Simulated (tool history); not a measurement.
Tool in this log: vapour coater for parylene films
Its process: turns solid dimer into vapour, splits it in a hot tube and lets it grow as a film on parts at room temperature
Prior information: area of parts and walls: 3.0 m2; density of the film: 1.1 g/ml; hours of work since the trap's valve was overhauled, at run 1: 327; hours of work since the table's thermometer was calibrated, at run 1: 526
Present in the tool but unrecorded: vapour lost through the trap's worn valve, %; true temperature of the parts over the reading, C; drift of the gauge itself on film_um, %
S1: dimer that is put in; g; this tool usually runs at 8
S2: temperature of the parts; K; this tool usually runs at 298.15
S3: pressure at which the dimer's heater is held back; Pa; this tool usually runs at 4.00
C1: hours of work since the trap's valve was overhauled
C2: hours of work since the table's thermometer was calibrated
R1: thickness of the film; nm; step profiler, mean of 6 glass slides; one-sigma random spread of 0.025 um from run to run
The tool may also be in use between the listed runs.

run,hour,S1,S2,S3,C1,C2,R1
1,0.0,8,298.15,4.00,327,526,1820
2,23.0,8,298.15,4.00,344,543,1810
3,37.3,8,298.15,4.00,354,554,1750
4,58.3,4,298.15,4.00,370,569,880
5,74.4,8,298.15,2.19,382,581,2070
6,97.8,5,298.15,4.00,399,599,1140
7,117.1,8,298.15,4.00,414,613,1810
8,131.7,8,298.15,4.00,425,624,1760
9,149.7,8,298.15,4.00,438,637,1790
10,164.1,8,298.15,4.00,449,648,1760
11,174.7,8,298.15,2.44,457,656,2010
12,186.3,8,298.15,11.04,465,665,1410
13,208.1,8,301.15,4.00,482,681,1620
14,219.4,8,301.15,4.00,490,689,1600
15,237.8,8,298.15,4.00,504,703,1780
# hour 253.4: trap's valve overhauled
16,266.8,8,298.15,4.00,10,722,1790
17,278.9,8,298.15,4.00,19,731,1820
18,301.9,8,298.15,4.00,36,748,1790
19,322.1,8,298.15,4.00,51,763,1770
20,340.4,8,298.15,4.00,65,777,1800
21,361.1,8,298.15,4.00,80,792,1750
22,376.4,8,298.15,4.00,92,803,1810
23,401.6,8,298.15,4.00,111,822,1800
24,416.7,8,298.15,4.00,122,833,1840
25,429.8,8,309.15,4.69,132,843,1130
26,444.0,7,309.15,11.29,142,854,810
# hour 451.9: table's thermometer calibrated
27,463.0,7,309.15,11.29,156,8,810
28,487.8,8,309.15,7.50,174,27,1000
29,502.7,8,309.15,7.50,185,38,960
30,517.4,13,304.15,5.41,196,49,2160
31,542.6,13,304.15,4.58,215,68,2170
32,560.8,8,293.15,2.10,228,81,2400
33,577.4,8,292.15,7.92,241,94,1910
34,587.7,4,303.15,2.71,248,101,810
35,599.2,5,296.15,4.47,257,110,1140
36,613.3,5,292.15,2.36,268,120,1480
37,624.7,8,295.15,4.90,276,129,1920
38,639.7,6,298.15,8.16,287,140,1100
39,658.0,10,298.15,2.14,301,154,2640
40,670.8,10,298.15,2.14,310,163,2660
41,681.5,10,298.15,2.14,318,171,2600
42,703.8,9,308.15,3.24,335,188,1410
43,717.2,12,306.15,3.48,345,198,2110
44,742.2,13,297.15,3.48,364,216,3080
45,754.2,13,297.15,3.48,373,225,3140
46,772.4,4,305.15,3.41,386,239,680
47,783.9,6,298.15,10.68,395,248,1060
48,805.2,8,295.15,4.00,411,263,2020

Forecast each of these 3 alternatives for the next run:
A,827.1,5,292.15,2.40,427,280,?
B,827.1,13,296.15,4.00,427,280,?
C,827.1,6,293.15,5.95,427,280,?

run,R1
A,1440
B,3160
C,1510
Without the tool's hidden state the same runs would have given:
run,R1
A,1450
B,3170
C,1520
